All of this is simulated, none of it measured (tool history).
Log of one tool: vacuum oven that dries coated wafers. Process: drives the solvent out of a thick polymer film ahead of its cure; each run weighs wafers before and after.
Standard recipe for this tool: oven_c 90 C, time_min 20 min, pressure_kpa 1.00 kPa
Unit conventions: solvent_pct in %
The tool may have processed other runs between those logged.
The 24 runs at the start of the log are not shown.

run,day,oven_c,time_min,pressure_kpa,hours of work since the thermocouples were calibrated,hours of work since the vacuum gauge was cleaned of residue,solvent_pct
25,17.300,79,20,1.67,59,665,4.27
26,17.767,95,16,1.00,65,670,0.75
27,18.500,75,14,2.94,73,679,8.51
28,19.250,75,14,2.94,82,687,8.55
29,19.800,75,14,2.94,88,693,8.58
30,20.654,90,20,1.51,98,703,1.23
31,21.429,87,10,3.90,106,712,5.59
32,22.275,87,20,3.90,116,722,2.70
33,23.029,77,22,0.53,125,730,3.98
34,23.696,93,10,1.00,132,738,2.48
35,24.692,78,12,1.35,144,749,7.37
36,25.117,90,20,3.76,149,754,1.98

Consider 3 possible next runs. They are alternatives, not a sequence: every one starts from the tool as it was left by run 36. What does each give?
A,25.946,90,15,1.00,158,764,?
B,25.946,90,11,3.35,158,764,?
C,25.946,90,17,3.76,158,764,?

run,solvent_pct
A,1.78
B,3.75
C,2.36
Without the tool's hidden state the same runs would have given:
run,solvent_pct
A,1.78
B,3.78
C,2.35
